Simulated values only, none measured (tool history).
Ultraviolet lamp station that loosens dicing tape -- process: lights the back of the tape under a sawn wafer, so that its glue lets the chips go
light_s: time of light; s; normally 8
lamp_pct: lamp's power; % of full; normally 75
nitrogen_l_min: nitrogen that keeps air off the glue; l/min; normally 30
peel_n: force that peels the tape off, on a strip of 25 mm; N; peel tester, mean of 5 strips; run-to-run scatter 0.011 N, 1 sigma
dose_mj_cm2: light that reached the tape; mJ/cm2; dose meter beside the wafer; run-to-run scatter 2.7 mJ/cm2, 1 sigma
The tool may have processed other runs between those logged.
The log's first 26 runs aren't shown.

run 27 hour=835.2 | light_s=11 lamp_pct=65 nitrogen_l_min=10 | peel_n=0.595 dose_mj_cm2=440
run 28 hour=881.9 | light_s=11 lamp_pct=65 nitrogen_l_min=10 | peel_n=0.617 dose_mj_cm2=444
run 29 hour=922.7 | light_s=11 lamp_pct=65 nitrogen_l_min=10 | peel_n=0.613 dose_mj_cm2=434
run 30 hour=967.3 | light_s=8 lamp_pct=86 nitrogen_l_min=50 | peel_n=0.365 dose_mj_cm2=423
run 31 hour=995.8 | light_s=8 lamp_pct=86 nitrogen_l_min=50 | peel_n=0.341 dose_mj_cm2=419
run 32 hour=1031.4 | light_s=8 lamp_pct=91 nitrogen_l_min=30 | peel_n=0.359 dose_mj_cm2=448
run 33 hour=1057.2 | light_s=6 lamp_pct=96 nitrogen_l_min=56 | peel_n=0.431 dose_mj_cm2=352
-- hour=1067.7 window cleaned of glue's vapour
run 34 hour=1083.1 | light_s=8 lamp_pct=66 nitrogen_l_min=30 | peel_n=0.589 dose_mj_cm2=329
run 35 hour=1123.1 | light_s=4 lamp_pct=75 nitrogen_l_min=31 | peel_n=1.291 dose_mj_cm2=183
run 36 hour=1152.3 | light_s=11 lamp_pct=72 nitrogen_l_min=30 | peel_n=0.334 dose_mj_cm2=478
run 37 hour=1189.7 | light_s=9 lamp_pct=91 nitrogen_l_min=11 | peel_n=0.450 dose_mj_cm2=506
run 38 hour=1224.4 | light_s=15 lamp_pct=82 nitrogen_l_min=11 | peel_n=0.275 dose_mj_cm2=749
run 39 hour=1250.5 | light_s=15 lamp_pct=82 nitrogen_l_min=11 | peel_n=0.279 dose_mj_cm2=759
run 40 hour=1280.9 | light_s=7 lamp_pct=70 nitrogen_l_min=30 | peel_n=0.683 dose_mj_cm2=299
run 41 hour=1301.2 | light_s=5 lamp_pct=84 nitrogen_l_min=30 | peel_n=0.806 dose_mj_cm2=262
run 42 hour=1323.6 | light_s=5 lamp_pct=67 nitrogen_l_min=11 | peel_n=1.561 dose_mj_cm2=204
run 43 hour=1350.4 | light_s=5 lamp_pct=67 nitrogen_l_min=11 | peel_n=1.558 dose_mj_cm2=207

Each row is a separate what-if for the run after 43, all from the same tool condition, not one after another. Results?
run A hour=1371.9 | light_s=5 lamp_pct=75 nitrogen_l_min=10 | peel_n=? dose_mj_cm2=?
run B hour=1371.9 | light_s=5 lamp_pct=98 nitrogen_l_min=29 | peel_n=? dose_mj_cm2=?
run C hour=1371.9 | light_s=4 lamp_pct=89 nitrogen_l_min=12 | peel_n=? dose_mj_cm2=?
run D hour=1371.9 | light_s=16 lamp_pct=77 nitrogen_l_min=15 | peel_n=? dose_mj_cm2=?

run=A peel_n=1.412 dose_mj_cm2=228
run=B peel_n=0.658 dose_mj_cm2=297
run=C peel_n=1.449 dose_mj_cm2=215
run=D peel_n=0.276 dose_mj_cm2=758
Take away the tool's hidden state, keep each run's random variation, and the runs would have read:
run=A peel_n=1.405 dose_mj_cm2=229
run=B peel_n=0.654 dose_mj_cm2=298
run=C peel_n=1.441 dose_mj_cm2=216
run=D peel_n=0.275 dose_mj_cm2=761
